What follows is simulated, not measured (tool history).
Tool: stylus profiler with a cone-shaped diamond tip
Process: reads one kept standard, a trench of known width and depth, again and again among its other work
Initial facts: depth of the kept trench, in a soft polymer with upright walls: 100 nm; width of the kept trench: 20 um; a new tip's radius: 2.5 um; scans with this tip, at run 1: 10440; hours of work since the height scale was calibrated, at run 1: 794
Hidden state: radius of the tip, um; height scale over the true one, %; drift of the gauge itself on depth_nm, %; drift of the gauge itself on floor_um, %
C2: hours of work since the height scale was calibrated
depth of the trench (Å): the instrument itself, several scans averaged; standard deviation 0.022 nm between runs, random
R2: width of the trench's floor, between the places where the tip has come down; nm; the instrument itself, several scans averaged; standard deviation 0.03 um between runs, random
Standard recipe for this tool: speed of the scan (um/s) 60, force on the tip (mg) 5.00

run 1 day=0.000 | speed_of_the_scan_(um/s)=60 force_on_the_tip_(mg)=5.00 | scans_with_this_tip=10440 C2=794 | depth_of_the_trench_(Å)=1021.8 R2=18430
run 2 day=3.050 | speed_of_the_scan_(um/s)=60 force_on_the_tip_(mg)=5.00 | scans_with_this_tip=10693 C2=838 | depth_of_the_trench_(Å)=1022.5 R2=18460
run 3 day=6.033 | speed_of_the_scan_(um/s)=99 force_on_the_tip_(mg)=5.00 | scans_with_this_tip=10941 C2=880 | depth_of_the_trench_(Å)=1022.3 R2=18340
run 4 day=8.429 | speed_of_the_scan_(um/s)=99 force_on_the_tip_(mg)=5.00 | scans_with_this_tip=11139 C2=914 | depth_of_the_trench_(Å)=1022.2 R2=18300
-- day=10.608 new tip fitted, height scale calibrated
run 5 day=11.858 | speed_of_the_scan_(um/s)=99 force_on_the_tip_(mg)=5.00 | scans_with_this_tip=104 C2=18 | depth_of_the_trench_(Å)=1021.7 R2=18300
run 6 day=14.117 | speed_of_the_scan_(um/s)=134 force_on_the_tip_(mg)=7.42 | scans_with_this_tip=291 C2=50 | depth_of_the_trench_(Å)=1028.8 R2=18260
run 7 day=17.321 | speed_of_the_scan_(um/s)=17 force_on_the_tip_(mg)=2.63 | scans_with_this_tip=556 C2=96 | depth_of_the_trench_(Å)=1014.4 R2=18520
run 8 day=20.721 | speed_of_the_scan_(um/s)=17 force_on_the_tip_(mg)=2.63 | scans_with_this_tip=838 C2=144 | depth_of_the_trench_(Å)=1014.2 R2=18580
run 9 day=23.612 | speed_of_the_scan_(um/s)=17 force_on_the_tip_(mg)=2.63 | scans_with_this_tip=1078 C2=186 | depth_of_the_trench_(Å)=1014.2 R2=18510
run 10 day=28.417 | speed_of_the_scan_(um/s)=17 force_on_the_tip_(mg)=2.63 | scans_with_this_tip=1477 C2=254 | depth_of_the_trench_(Å)=1014.4 R2=18560

Branching from run 10: 3 alternative next runs. What would each branch give?
run A day=32.467 | speed_of_the_scan_(um/s)=151 force_on_the_tip_(mg)=4.10 | scans_with_this_tip=1812 C2=312 | depth_of_the_trench_(Å)=? R2=?
run B day=32.467 | speed_of_the_scan_(um/s)=50 force_on_the_tip_(mg)=10.41 | scans_with_this_tip=1812 C2=312 | depth_of_the_trench_(Å)=? R2=?
run C day=32.467 | speed_of_the_scan_(um/s)=92 force_on_the_tip_(mg)=2.06 | scans_with_this_tip=1812 C2=312 | depth_of_the_trench_(Å)=? R2=?

run=A depth_of_the_trench_(Å)=1019.3 R2=18110
run=B depth_of_the_trench_(Å)=1036.1 R2=18490
run=C depth_of_the_trench_(Å)=1012.4 R2=18240
With no hidden state in the tool, these same runs would have given:
run=A depth_of_the_trench_(Å)=1019.2 R2=18110
run=B depth_of_the_trench_(Å)=1036.1 R2=18490
run=C depth_of_the_trench_(Å)=1012.4 R2=18250
